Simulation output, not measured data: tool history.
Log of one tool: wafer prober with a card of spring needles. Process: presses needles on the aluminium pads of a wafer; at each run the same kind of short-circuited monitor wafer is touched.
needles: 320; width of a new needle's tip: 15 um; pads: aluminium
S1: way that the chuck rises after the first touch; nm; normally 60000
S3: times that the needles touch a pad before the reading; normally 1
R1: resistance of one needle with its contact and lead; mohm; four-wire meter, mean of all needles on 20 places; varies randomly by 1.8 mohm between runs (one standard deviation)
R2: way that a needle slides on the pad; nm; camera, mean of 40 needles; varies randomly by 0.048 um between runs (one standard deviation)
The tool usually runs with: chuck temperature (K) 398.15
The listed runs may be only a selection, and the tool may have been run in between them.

{"run": 1, "hour": 0.0, "S1": 60000, "chuck temperature (K)": 398.15, "S3": 1, "R1": 190, "R2": 12330}
{"hour": 11.2, "done": "tips cleaned on abrasive film"}
{"hour": 24.4, "done": "tips cleaned on abrasive film"}
{"hour": 38.4, "done": "tips cleaned on abrasive film"}
{"run": 2, "hour": 47.1, "S1": 60000, "chuck temperature (K)": 398.15, "S3": 1, "R1": 193, "R2": 12320}
{"hour": 51.7, "done": "tips cleaned on abrasive film"}
{"hour": 63.7, "done": "tips cleaned on abrasive film"}
{"hour": 77.4, "done": "tips cleaned on abrasive film"}
{"run": 3, "hour": 87.0, "S1": 60000, "chuck temperature (K)": 302.15, "S3": 1, "R1": 173, "R2": 12320}
{"hour": 89.9, "done": "tips cleaned on abrasive film"}
{"hour": 103.1, "done": "tips cleaned on abrasive film"}
{"hour": 114.4, "done": "tips cleaned on abrasive film"}
{"hour": 114.7, "done": "height of the first contact set anew"}
{"hour": 128.8, "done": "tips cleaned on abrasive film"}
{"run": 4, "hour": 131.4, "S1": 60000, "chuck temperature (K)": 302.15, "S3": 1, "R1": 172, "R2": 12350}
{"hour": 142.6, "done": "tips cleaned on abrasive film"}
{"hour": 156.6, "done": "tips cleaned on abrasive film"}
{"run": 5, "hour": 158.1, "S1": 56000, "chuck temperature (K)": 398.15, "S3": 1, "R1": 193, "R2": 11470}
{"hour": 169.4, "done": "tips cleaned on abrasive film"}
{"hour": 182.6, "done": "tips cleaned on abrasive film"}
{"hour": 195.4, "done": "tips cleaned on abrasive film"}
{"run": 6, "hour": 204.4, "S1": 54000, "chuck temperature (K)": 398.15, "S3": 1, "R1": 192, "R2": 11180}
{"hour": 207.3, "done": "tips cleaned on abrasive film"}
{"hour": 220.0, "done": "tips cleaned on abrasive film"}
{"hour": 233.2, "done": "tips cleaned on abrasive film"}
{"run": 7, "hour": 234.7, "S1": 60000, "chuck temperature (K)": 398.15, "S3": 1, "R1": 193, "R2": 12400}
{"hour": 245.2, "done": "tips cleaned on abrasive film"}
{"hour": 258.3, "done": "tips cleaned on abrasive film"}
{"run": 8, "hour": 263.9, "S1": 60000, "chuck temperature (K)": 398.15, "S3": 1, "R1": 189, "R2": 12440}
{"hour": 271.7, "done": "tips cleaned on abrasive film"}
{"hour": 285.1, "done": "tips cleaned on abrasive film"}
{"hour": 298.8, "done": "tips cleaned on abrasive film"}
{"hour": 310.5, "done": "tips cleaned on abrasive film"}
{"run": 9, "hour": 310.5, "S1": 48000, "chuck temperature (K)": 398.15, "S3": 1, "R1": 193, "R2": 9940}
{"hour": 321.3, "done": "height of the first contact set anew"}
{"hour": 324.2, "done": "tips cleaned on abrasive film"}
{"hour": 335.5, "done": "tips cleaned on abrasive film"}
{"hour": 349.1, "done": "tips cleaned on abrasive film"}
{"run": 10, "hour": 353.0, "S1": 67000, "chuck temperature (K)": 303.15, "S3": 1, "R1": 173, "R2": 13990}
{"hour": 360.8, "done": "tips cleaned on abrasive film"}
{"hour": 373.8, "done": "tips cleaned on abrasive film"}
{"hour": 386.4, "done": "tips cleaned on abrasive film"}
{"run": 11, "hour": 386.4, "S1": 67000, "chuck temperature (K)": 303.15, "S3": 1, "R1": 169, "R2": 13880}
{"hour": 400.2, "done": "tips cleaned on abrasive film"}
{"run": 12, "hour": 407.1, "S1": 67000, "chuck temperature (K)": 303.15, "S3": 1, "R1": 174, "R2": 13900}
{"hour": 412.8, "done": "tips cleaned on abrasive film"}
{"hour": 424.1, "done": "tips cleaned on abrasive film"}
{"hour": 436.5, "done": "tips cleaned on abrasive film"}
{"run": 13, "hour": 443.0, "S1": 67000, "chuck temperature (K)": 333.15, "S3": 1, "R1": 175, "R2": 13870}
{"hour": 448.7, "done": "tips cleaned on abrasive film"}
{"hour": 462.3, "done": "tips cleaned on abrasive film"}
{"hour": 474.1, "done": "tips cleaned on abrasive film"}
{"run": 14, "hour": 474.1, "S1": 67000, "chuck temperature (K)": 333.15, "S3": 3, "R1": 180, "R2": 14020}
{"hour": 487.5, "done": "tips cleaned on abrasive film"}
{"run": 15, "hour": 497.0, "S1": 47000, "chuck temperature (K)": 368.15, "S3": 3, "R1": 191, "R2": 9790}
{"hour": 499.9, "done": "tips cleaned on abrasive film"}
{"hour": 512.7, "done": "tips cleaned on abrasive film"}
{"hour": 526.7, "done": "tips cleaned on abrasive film"}
{"hour": 527.0, "done": "height of the first contact set anew"}
{"hour": 540.5, "done": "tips cleaned on abrasive film"}
{"run": 16, "hour": 542.7, "S1": 43000, "chuck temperature (K)": 305.15, "S3": 2, "R1": 179, "R2": 8970}
{"hour": 553.3, "done": "tips cleaned on abrasive film"}
{"hour": 565.6, "done": "tips cleaned on abrasive film"}
{"hour": 577.8, "done": "tips cleaned on abrasive film"}
{"run": 17, "hour": 586.5, "S1": 71000, "chuck temperature (K)": 381.15, "S3": 3, "R1": 186, "R2": 14740}

4 options for the next run, each taken on its own from the tool as it stands now. Forecast them:
{"hour": 591.4, "done": "tips cleaned on abrasive film"}
{"hour": 605.2, "done": "tips cleaned on abrasive film"}
{"hour": 615.4, "done": "gauge calibrated"}
{"hour": 618.1, "done": "tips cleaned on abrasive film"}
{"run": "A", "hour": 618.1, "S1": 70000, "chuck temperature (K)": 381.15, "S3": 1, "R1": "?", "R2": "?"}
{"hour": 591.4, "done": "tips cleaned on abrasive film"}
{"hour": 605.2, "done": "tips cleaned on abrasive film"}
{"hour": 615.4, "done": "gauge calibrated"}
{"hour": 618.1, "done": "tips cleaned on abrasive film"}
{"run": "B", "hour": 618.1, "S1": 77000, "chuck temperature (K)": 316.15, "S3": 3, "R1": "?", "R2": "?"}
{"hour": 591.4, "done": "tips cleaned on abrasive film"}
{"hour": 605.2, "done": "tips cleaned on abrasive film"}
{"hour": 615.4, "done": "gauge calibrated"}
{"hour": 618.1, "done": "tips cleaned on abrasive film"}
{"run": "C", "hour": 618.1, "S1": 77000, "chuck temperature (K)": 324.15, "S3": 1, "R1": "?", "R2": "?"}
{"hour": 591.4, "done": "tips cleaned on abrasive film"}
{"hour": 605.2, "done": "tips cleaned on abrasive film"}
{"hour": 615.4, "done": "gauge calibrated"}
{"hour": 618.1, "done": "tips cleaned on abrasive film"}
{"run": "D", "hour": 618.1, "S1": 71000, "chuck temperature (K)": 308.15, "S3": 2, "R1": "?", "R2": "?"}

run=A R1=189 R2=14360
run=B R1=175 R2=15740
run=C R1=174 R2=15790
run=D R1=172 R2=14550
With the hidden condition removed and each run's random variation left untouched, the same runs would have given:
run=A R1=189 R2=14360
run=B R1=175 R2=15740
run=C R1=174 R2=15790
run=D R1=172 R2=14550
